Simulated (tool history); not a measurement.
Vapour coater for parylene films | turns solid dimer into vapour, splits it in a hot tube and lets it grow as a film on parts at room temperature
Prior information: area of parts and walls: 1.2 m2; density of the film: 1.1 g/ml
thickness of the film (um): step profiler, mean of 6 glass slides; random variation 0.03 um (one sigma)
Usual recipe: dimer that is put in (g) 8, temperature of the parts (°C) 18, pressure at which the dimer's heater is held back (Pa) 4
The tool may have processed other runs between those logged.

run	hour	dimer that is put in (g)	temperature of the parts (°C)	pressure at which the dimer's heater is held back (Pa)	thickness of the film (um)
1	0	8	18	4	2.69
2	45.7	8	18	4.51	2.64
3	98.3	8	18	4.51	2.63
4	137.1	8	18	4	2.65
5	170.4	8	18	4	2.69
6	205.4	8	18	4	2.73
7	246.3	6	18	4	1.96
8	303.5	6	18	4	1.99
9	332.7	6	18	4	2
10	384	6	18	7.77	1.77
11	417.4	6	18	7.77	1.71
# hour 433.1: trap's valve overhauled
12	453.1	6	18	7.77	1.69
13	509.1	9	18	4	2.78
14	561.2	8	18	4	2.43
15	610.1	8	18	4	2.45
16	650.5	7	18	4	2.1
# hour 698.4: trap's valve overhauled, once more
17	698.4	8	12	5.55	3.29
18	739.5	8	12	5.55	3.29
19	781.8	7	19	8.01	2.18
20	824.7	7	19	8.01	2.23
21	896.2	9	15	6.86	3.23
22	935.2	5	14	5.77	1.87
23	975	4	22	6.91	1.19
24	1018.9	4	22	6.91	1.13
25	1063.5	10	18	6.76	3.12
26	1115.4	5	13	5.36	1.89
27	1146.7	5	13	5.36	1.9
28	1203.4	10	11	2.74	4.49
29	1262.3	3	11	4	1.28
30	1331.2	3	11	4	1.23
31	1402.2	11	28	4	2.68

Some steps in thickness of the film (um) between neighbouring runs. How much of each would the tool show without its hidden state too (settings, what came in, random variation), and how much is left for the hidden state, with any gauge scatter that isn't in both results?
The hidden state here: vapour lost through the trap's worn valve, %; true temperature of the parts over the reading, C; drift of the gauge itself on film_um, %.
Run 12 -> 13: dimer that is put in (g) 6 -> 9, pressure at which the dimer's heater is held back (Pa) 7.77 -> 4. thickness of the film (um) +1.09: hidden state -0.18, all else +1.27.
Run 16 -> 17: dimer that is put in (g) 7 -> 8, temperature of the parts (°C) 18 -> 12, pressure at which the dimer's heater is held back (Pa) 4 -> 5.55, trap's valve overhauled, once more. thickness of the film (um) +1.19: hidden state +0.44, all else +0.75.
Run 24 -> 25: dimer that is put in (g) 4 -> 10, temperature of the parts (°C) 22 -> 18, pressure at which the dimer's heater is held back (Pa) 6.91 -> 6.76. thickness of the film (um) +1.99: hidden state -0.06, all else +2.05.
Run 27 -> 28: dimer that is put in (g) 5 -> 10, temperature of the parts (°C) 13 -> 11, pressure at which the dimer's heater is held back (Pa) 5.36 -> 2.74. thickness of the film (um) +2.59: hidden state -0.13, all else +2.72.
Run 28 -> 29: dimer that is put in (g) 10 -> 3, pressure at which the dimer's heater is held back (Pa) 2.74 -> 4. thickness of the film (um) -3.21: hidden state +0.12, all else -3.33.
